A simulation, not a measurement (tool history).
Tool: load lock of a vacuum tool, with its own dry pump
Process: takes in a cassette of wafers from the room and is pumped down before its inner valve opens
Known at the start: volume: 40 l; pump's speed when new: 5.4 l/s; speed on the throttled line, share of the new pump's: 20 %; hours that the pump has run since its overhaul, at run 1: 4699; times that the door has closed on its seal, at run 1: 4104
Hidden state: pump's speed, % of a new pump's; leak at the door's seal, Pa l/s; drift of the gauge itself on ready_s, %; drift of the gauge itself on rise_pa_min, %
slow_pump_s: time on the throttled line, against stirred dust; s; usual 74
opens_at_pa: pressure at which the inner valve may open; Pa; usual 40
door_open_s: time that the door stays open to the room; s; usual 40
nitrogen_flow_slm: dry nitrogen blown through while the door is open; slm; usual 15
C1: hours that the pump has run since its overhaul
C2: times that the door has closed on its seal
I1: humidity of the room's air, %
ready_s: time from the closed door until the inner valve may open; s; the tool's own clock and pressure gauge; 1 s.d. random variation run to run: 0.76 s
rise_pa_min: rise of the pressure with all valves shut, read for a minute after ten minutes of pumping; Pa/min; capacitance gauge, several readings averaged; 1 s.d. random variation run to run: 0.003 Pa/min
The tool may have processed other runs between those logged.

run 1 hour=0 | slow_pump_s=74 opens_at_pa=40 door_open_s=40 nitrogen_flow_slm=15 | C1=4699 C2=4104 | I1=46 | ready_s=121.9 rise_pa_min=0.036
run 2 hour=104.7 | slow_pump_s=74 opens_at_pa=40 door_open_s=40 nitrogen_flow_slm=15 | C1=4803 C2=4365 | I1=47.7 | ready_s=122.7 rise_pa_min=0.037
run 3 hour=208.7 | slow_pump_s=74 opens_at_pa=40 door_open_s=40 nitrogen_flow_slm=15 | C1=4907 C2=4624 | I1=46.5 | ready_s=121.5 rise_pa_min=0.032
run 4 hour=341.4 | slow_pump_s=74 opens_at_pa=40 door_open_s=40 nitrogen_flow_slm=15 | C1=5040 C2=4955 | I1=45.8 | ready_s=120.6 rise_pa_min=0.039
run 5 hour=423 | slow_pump_s=74 opens_at_pa=40 door_open_s=31 nitrogen_flow_slm=15 | C1=5122 C2=5159 | I1=40.8 | ready_s=121.8 rise_pa_min=0.026
run 6 hour=504.8 | slow_pump_s=74 opens_at_pa=40 door_open_s=31 nitrogen_flow_slm=15 | C1=5203 C2=5363 | I1=44.1 | ready_s=120.8 rise_pa_min=0.026
run 7 hour=580.4 | slow_pump_s=74 opens_at_pa=51 door_open_s=40 nitrogen_flow_slm=15 | C1=5279 C2=5551 | I1=45.1 | ready_s=120.3 rise_pa_min=0.039
run 8 hour=696.1 | slow_pump_s=74 opens_at_pa=51 door_open_s=40 nitrogen_flow_slm=15 | C1=5395 C2=5840 | I1=46.7 | ready_s=119.6 rise_pa_min=0.041
run 9 hour=780.3 | slow_pump_s=74 opens_at_pa=51 door_open_s=40 nitrogen_flow_slm=15 | C1=5479 C2=6050 | I1=45.7 | ready_s=120.4 rise_pa_min=0.034
run 10 hour=845.2 | slow_pump_s=39 opens_at_pa=40 door_open_s=40 nitrogen_flow_slm=9 | C1=5544 C2=6212 | I1=44.8 | ready_s=94.4 rise_pa_min=0.041
run 11 hour=988.8 | slow_pump_s=39 opens_at_pa=40 door_open_s=40 nitrogen_flow_slm=9 | C1=5688 C2=6570 | I1=46.5 | ready_s=96.5 rise_pa_min=0.042
run 12 hour=1113.4 | slow_pump_s=39 opens_at_pa=40 door_open_s=40 nitrogen_flow_slm=9 | C1=5812 C2=6881 | I1=45.4 | ready_s=95.5 rise_pa_min=0.045
run 13 hour=1186.3 | slow_pump_s=86 opens_at_pa=40 door_open_s=40 nitrogen_flow_slm=9 | C1=5885 C2=7063 | I1=42.2 | ready_s=132.5 rise_pa_min=0.043
run 14 hour=1316.7 | slow_pump_s=74 opens_at_pa=56 door_open_s=51 nitrogen_flow_slm=6 | C1=6015 C2=7388 | I1=43.4 | ready_s=118.7 rise_pa_min=0.05
run 15 hour=1434.2 | slow_pump_s=74 opens_at_pa=56 door_open_s=51 nitrogen_flow_slm=6 | C1=6133 C2=7681 | I1=41.7 | ready_s=119.9 rise_pa_min=0.053

Alternative continuations, all from the tool just after run 15; predict every row:
run A hour=1502 | slow_pump_s=74 opens_at_pa=56 door_open_s=170 nitrogen_flow_slm=16 | C1=6201 C2=7850 | I1=41.3 | ready_s=? rise_pa_min=?
run B hour=1502 | slow_pump_s=83 opens_at_pa=61 door_open_s=117 nitrogen_flow_slm=15 | C1=6201 C2=7850 | I1=44.8 | ready_s=? rise_pa_min=?
run C hour=1502 | slow_pump_s=74 opens_at_pa=34 door_open_s=42 nitrogen_flow_slm=7 | C1=6201 C2=7850 | I1=46.4 | ready_s=? rise_pa_min=?
run D hour=1502 | slow_pump_s=37 opens_at_pa=38 door_open_s=51 nitrogen_flow_slm=6 | C1=6201 C2=7850 | I1=44.4 | ready_s=? rise_pa_min=?
run E hour=1502 | slow_pump_s=74 opens_at_pa=56 door_open_s=51 nitrogen_flow_slm=6 | C1=6201 C2=7850 | I1=45.7 | ready_s=? rise_pa_min=?

run=A ready_s=120.6 rise_pa_min=0.083
run=B ready_s=126.7 rise_pa_min=0.068
run=C ready_s=123.5 rise_pa_min=0.057
run=D ready_s=95.7 rise_pa_min=0.051
run=E ready_s=120 rise_pa_min=0.057
With the hidden condition removed and each run's random variation left untouched, the same runs would have given:
run=A ready_s=114.6 rise_pa_min=0.071
run=B ready_s=121.1 rise_pa_min=0.056
run=C ready_s=117.1 rise_pa_min=0.045
run=D ready_s=88.1 rise_pa_min=0.039
run=E ready_s=114 rise_pa_min=0.045
